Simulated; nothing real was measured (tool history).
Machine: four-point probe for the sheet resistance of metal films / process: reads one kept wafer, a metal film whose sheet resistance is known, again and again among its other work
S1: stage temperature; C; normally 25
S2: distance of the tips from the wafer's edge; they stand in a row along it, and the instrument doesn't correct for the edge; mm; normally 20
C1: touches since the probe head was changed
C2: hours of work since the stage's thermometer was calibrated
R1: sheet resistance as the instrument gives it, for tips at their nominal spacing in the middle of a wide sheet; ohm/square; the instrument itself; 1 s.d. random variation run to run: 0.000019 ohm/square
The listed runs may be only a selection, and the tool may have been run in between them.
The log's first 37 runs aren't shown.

{"run": 38, "day": 55.712, "S1": 35, "S2": 29, "C1": 75341, "C2": 1420, "R1": 0.096282}
{"run": 39, "day": 57.767, "S1": 28, "S2": 40, "C1": 77127, "C2": 1446, "R1": 0.096284}
{"run": 40, "day": 59.154, "S1": 20, "S2": 15, "C1": 78338, "C2": 1463, "R1": 0.096631}
{"run": 41, "day": 60.55, "S1": 20, "S2": 15, "C1": 79553, "C2": 1481, "R1": 0.096629}
{"run": 42, "day": 61.517, "S1": 22, "S2": 7, "C1": 80393, "C2": 1493, "R1": 0.097906}
{"run": 43, "day": 62.779, "S1": 22, "S2": 7, "C1": 81494, "C2": 1509, "R1": 0.097892}
{"run": 44, "day": 64.404, "S1": 19, "S2": 41, "C1": 82906, "C2": 1530, "R1": 0.096293}
{"run": 45, "day": 65.967, "S1": 19, "S2": 41, "C1": 84267, "C2": 1549, "R1": 0.096261}
{"run": 46, "day": 67.508, "S1": 19, "S2": 41, "C1": 85610, "C2": 1569, "R1": 0.096281}

Branching from run 46: 3 alternative next runs. What would each branch give?
{"run": "A", "day": 68.838, "S1": 35, "S2": 40, "C1": 86768, "C2": 1586, "R1": "?"}
{"run": "B", "day": 68.838, "S1": 32, "S2": 47, "C1": 86768, "C2": 1586, "R1": "?"}
{"run": "C", "day": 68.838, "S1": 19, "S2": 4, "C1": 86768, "C2": 1586, "R1": "?"}

run=A R1=0.096099
run=B R1=0.096172
run=C R1=0.101116
The same runs, with their run-to-run variation unchanged, on a tool lacking any hidden condition would have given:
run=A R1=0.097131
run=B R1=0.097206
run=C R1=0.102200

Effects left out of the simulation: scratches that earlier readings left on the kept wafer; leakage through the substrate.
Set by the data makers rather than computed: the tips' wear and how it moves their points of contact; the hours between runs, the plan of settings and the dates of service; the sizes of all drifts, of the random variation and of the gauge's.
